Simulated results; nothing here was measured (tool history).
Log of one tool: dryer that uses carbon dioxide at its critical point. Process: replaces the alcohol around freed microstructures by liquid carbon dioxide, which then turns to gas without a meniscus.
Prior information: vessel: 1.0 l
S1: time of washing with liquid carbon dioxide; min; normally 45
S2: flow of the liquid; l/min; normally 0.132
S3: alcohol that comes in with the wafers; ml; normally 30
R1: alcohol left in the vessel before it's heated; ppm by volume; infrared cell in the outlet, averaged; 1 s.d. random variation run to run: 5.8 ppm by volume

run    hour  S1     S2   S3    R1
  1     0.0  45  0.132   30   306
  2    20.1  45  0.148   30   197
  3    49.2  45  0.148   30   200
  4    71.3  45  0.148   30   209
  5    98.7  45  0.132   30   336
  6   122.6  45  0.135   30   308
  7   144.1  45  0.132   30   361
  8   162.7  45  0.132   30   350
  9   192.8  45  0.132   24   302
 10   211.1  45  0.132   24   316
 11   235.9  45  0.132   24   332
 12   253.7  45  0.086   30  1686
 13   272.0  45  0.132  108  1231
 14   303.0  45  0.132  108  1310
 15   323.4  45  0.132  108  1315
 16   338.8  45  0.132  108  1318
 17   360.8  45  0.132  108  1319
 18   391.9  28  0.132   30  1970
 19   420.8  45  0.132   30   457
 20   457.5  45  0.132   30   473
 21   481.3  45  0.132   30   473
 22   508.1  45  0.132   30   494
 23   526.9  45  0.132   30   504
 24   562.5  60  0.220   65   111
 25   586.9  60  0.220   65   130
 26   603.9  44  0.220   44   170
 27   629.1  44  0.220   44   164
 28   645.6  34  0.138   30  1153
 29   662.9  34  0.138   30  1177
 30   691.7  45  0.097   37  1811
 31   707.9  45  0.097   37  1834
      722.3  -- inlet filter changed
 32   745.8  65  0.132   30   162
 33   769.4  59  0.148   84   203
 34   795.1  59  0.148   84   201
 35   813.4  45  0.107   66  1295
 36   834.8  44  0.224   66   162
 37   849.6  28  0.132   32  1629
 38   882.7  57  0.132   35   222
 39   899.0  57  0.132   35   224
 40   931.9  57  0.132   35   232
 41   960.6  57  0.132   35   243
 42   977.2  45  0.185  108   278
 43   996.6  45  0.133   30   403
 44  1011.5  42  0.132   30   495
 45  1035.5  42  0.132   30   499

How would selected steps in R1 from run to run divide? Give the signed amount a tool lacking its hidden state would still show from settings, what came in and random variation, and the signed amount left for the hidden state, including any gauge scatter that is not in both of the compared results.
Hidden state at play: flow that reaches the vessel past the clogged filter, %; alcohol in the recycled carbon dioxide, ppm; drift of the gauge itself on alcohol_ppm, %.
Run 18 -> 19: S1 28 -> 45. R1 -1513 ppm by volume: hidden state -435, all else -1078.
Run 27 -> 28: S1 44 -> 34, S2 0.220 -> 0.138, S3 44 -> 30. R1 +989 ppm by volume: hidden state +466, all else +523.
Run 31 -> 32: S1 45 -> 65, S2 0.097 -> 0.132, S3 37 -> 30, inlet filter changed. R1 -1672 ppm by volume: hidden state -780, all else -892.
Run 36 -> 37: S1 44 -> 28, S2 0.224 -> 0.132, S3 66 -> 32. R1 +1467 ppm by volume: hidden state +85, all else +1382.
